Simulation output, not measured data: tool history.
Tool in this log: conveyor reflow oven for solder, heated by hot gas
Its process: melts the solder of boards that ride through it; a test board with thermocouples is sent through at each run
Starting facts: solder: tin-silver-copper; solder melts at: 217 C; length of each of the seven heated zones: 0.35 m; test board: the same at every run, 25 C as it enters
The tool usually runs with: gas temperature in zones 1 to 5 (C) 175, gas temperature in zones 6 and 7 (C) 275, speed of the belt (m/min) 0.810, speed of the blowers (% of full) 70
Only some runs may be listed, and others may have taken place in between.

run	hour	gas temperature in zones 1 to 5 (C)	gas temperature in zones 6 and 7 (C)	speed of the belt (m/min)	speed of the blowers (% of full)	highest temperature of the board (C)	time above the solder's melting point (s)
1	0.0	175	275	0.810	70	260.8	43.40
2	80.2	175	275	0.810	70	261.4	43.91
3	120.1	175	275	0.810	70	261.4	43.89
4	153.7	175	275	0.810	70	261.1	43.93
5	207.3	175	275	0.810	70	261.3	43.81
6	279.6	175	275	0.810	70	260.9	43.84
7	348.3	163	275	0.810	70	258.1	40.40
8	405.9	175	275	0.810	70	261.3	44.08
9	451.5	175	275	0.810	70	261.3	44.07
10	488.1	175	275	0.810	70	261.3	44.08
11	529.9	165	275	0.810	70	259.8	41.18
12	597.3	165	275	0.810	70	260.5	41.61
13	649.2	175	275	0.710	70	265.5	52.38
14	685.2	175	275	0.810	70	262.0	44.15
15	767.4	168	275	0.810	70	261.1	41.62
16	812.4	175	290	0.810	55	271.7	46.82
17	879.3	162	290	0.808	55	269.9	43.40
18	937.7	178	277	0.706	70	267.3	53.22
19	993.4	178	277	0.706	70	266.8	53.29
20	1026.4	167	288	0.810	70	271.8	45.46
21	1071.2	189	272	0.810	78	261.4	47.18
22	1151.6	189	272	0.810	78	262.0	47.54
23	1223.5	189	272	0.810	78	262.2	47.51
24	1278.9	189	263	0.810	61	251.2	43.05
25	1351.8	189	263	0.810	61	250.7	43.10
26	1418.6	175	275	0.802	74	261.5	44.48
27	1463.2	168	276	0.771	74	262.8	45.28
28	1511.8	161	266	0.933	66	244.2	27.16
29	1570.8	161	266	0.933	66	245.4	28.03

Taken out of this log: 7 entries between the listed runs. Where each belongs, and how the hidden state differs across it:
Logged between run 1 and run 2: flux residue cleaned out of gas plates and filters (hour 8.2)
  heat that the gas passes to the board, % of a clean oven's: 94.2 -> 98.9; belt's true speed, % of the reading: 98.89 -> 98.81; true gas temperature in zones 6 and 7 over the reading, C: -0.43 -> -0.49
  the result without the hidden state subtracted from the measured one, highest temperature of the board (C): -1.3 -> -0.3; time above the solder's melting point (s): -0.08 -> +0.43
Logged between run 7 and run 8: flux residue cleaned out of gas plates and filters (hour 385.7)
  heat that the gas passes to the board, % of a clean oven's: 95.6 -> 99.3; belt's true speed, % of the reading: 98.52 -> 98.47; true gas temperature in zones 6 and 7 over the reading, C: -0.72 -> -0.76
  the result without the hidden state subtracted from the measured one, highest temperature of the board (C): -1.2 -> -0.4; time above the solder's melting point (s): +0.06 -> +0.58
Logged between run 11 and run 12: thermocouples of zones 6 and 7 changed (hour 554.9)
  heat that the gas passes to the board, % of a clean oven's: 97.8 -> 97; belt's true speed, % of the reading: 98.33 -> 98.26; true gas temperature in zones 6 and 7 over the reading, C: -0.86 -> 0.29
  the result without the hidden state subtracted from the measured one, highest temperature of the board (C): -0.7 -> +0.2; time above the solder's melting point (s): +0.41 -> +0.77
Logged between run 14 and run 15: belt drive overhauled, speed set with a stopwatch (hour 742.0); flux residue cleaned out of gas plates and filters (hour 767.4)
  heat that the gas passes to the board, % of a clean oven's: 95.8 -> 99.5; belt's true speed, % of the reading: 98.16 -> 99.85; true gas temperature in zones 6 and 7 over the reading, C: 0.21 -> 0.15
  the result without the hidden state subtracted from the measured one, highest temperature of the board (C): -0.1 -> +0.0; time above the solder's melting point (s): +0.74 -> +0.08
Logged between run 21 and run 22: flux residue cleaned out of gas plates and filters (hour 1145.5)
  heat that the gas passes to the board, % of a clean oven's: 95.5 -> 99.5; belt's true speed, % of the reading: 99.51 -> 99.43; true gas temperature in zones 6 and 7 over the reading, C: -0.11 -> -0.17
  the result without the hidden state subtracted from the measured one, highest temperature of the board (C): -0.8 -> -0.1; time above the solder's melting point (s): -0.07 -> +0.25
Logged between run 28 and run 29: flux residue cleaned out of gas plates and filters (hour 1521.9)
  heat that the gas passes to the board, % of a clean oven's: 95 -> 99; belt's true speed, % of the reading: 99.03 -> 98.97; true gas temperature in zones 6 and 7 over the reading, C: -0.47 -> -0.51
  the result without the hidden state subtracted from the measured one, highest temperature of the board (C): -1.4 -> -0.3; time above the solder's melting point (s): -0.62 -> +0.15

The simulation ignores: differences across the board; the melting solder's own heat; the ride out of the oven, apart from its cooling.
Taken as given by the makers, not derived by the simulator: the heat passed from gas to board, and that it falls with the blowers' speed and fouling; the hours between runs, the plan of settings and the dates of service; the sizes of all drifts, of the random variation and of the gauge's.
